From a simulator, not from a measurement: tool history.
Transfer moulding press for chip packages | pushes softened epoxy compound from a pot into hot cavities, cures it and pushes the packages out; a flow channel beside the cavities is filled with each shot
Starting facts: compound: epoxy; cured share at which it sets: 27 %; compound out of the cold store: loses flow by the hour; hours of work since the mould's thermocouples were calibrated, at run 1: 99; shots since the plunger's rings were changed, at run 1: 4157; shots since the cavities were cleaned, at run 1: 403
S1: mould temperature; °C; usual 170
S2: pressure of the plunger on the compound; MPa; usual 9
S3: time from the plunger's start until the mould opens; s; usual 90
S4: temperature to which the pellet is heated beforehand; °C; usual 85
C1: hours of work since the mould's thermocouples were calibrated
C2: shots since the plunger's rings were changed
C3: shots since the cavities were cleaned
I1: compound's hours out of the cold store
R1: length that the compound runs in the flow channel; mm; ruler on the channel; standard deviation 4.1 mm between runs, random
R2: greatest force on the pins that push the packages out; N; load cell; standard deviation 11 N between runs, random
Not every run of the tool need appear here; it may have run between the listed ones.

run	day	S1	S2	S3	S4	C1	C2	C3	I1	R1	R2
1	0	170	9	90	85	99	4157	403	47.6	483	639
# day 0.679: cavities cleaned with cleaning compound and waxed
2	0.8	168	9	90	85	108	4352	32	11	592	672
3	1.262	168	9	90	85	114	4475	155	44.1	485	679
4	2.004	168	9	90	85	123	4670	350	43.3	489	738
5	2.612	168	9	90	85	131	4831	511	11	579	854
# day 2.892: cavities cleaned with cleaning compound and waxed
6	3.192	168	9	90	85	137	4967	78	10.9	582	701
# day 4.05: plunger's sealing rings changed
7	4.083	168	9	90	85	147	8	287	22.2	592	773
8	4.762	170	9	90	85	156	187	466	36.6	544	674
# day 5.233: cavities cleaned with cleaning compound and waxed
9	5.671	170	9	124	85	166	412	116	21.3	590	472
10	6.196	170	9	77	85	173	551	255	19.2	597	958
11	6.683	170	9	77	91	179	679	383	33	545	926
12	7.242	170	9	77	91	186	826	530	27	558	992
# day 7.45: cavities cleaned with cleaning compound and waxed
13	8.204	170	9	90	85	197	1065	200	30.6	552	635
14	9.021	170	9	90	85	208	1281	416	40.8	518	683
15	9.404	162	6.94	109	85	212	1383	518	43.5	460	819
# day 9.646: cavities cleaned with cleaning compound and waxed
16	10.167	170	10.7	97	85	221	1568	138	46.3	546	538
17	10.95	174	6.99	90	85	231	1774	344	46.3	435	542

For run 18, what comes out?
18	11.692	174	6.99	90	85	240	1971	541	39.7	?	?

{"run 18": {"R1": 446, "R2": 609}}
Without the tool's hidden state the same run would have given R1 462 mm, R2 457 N.
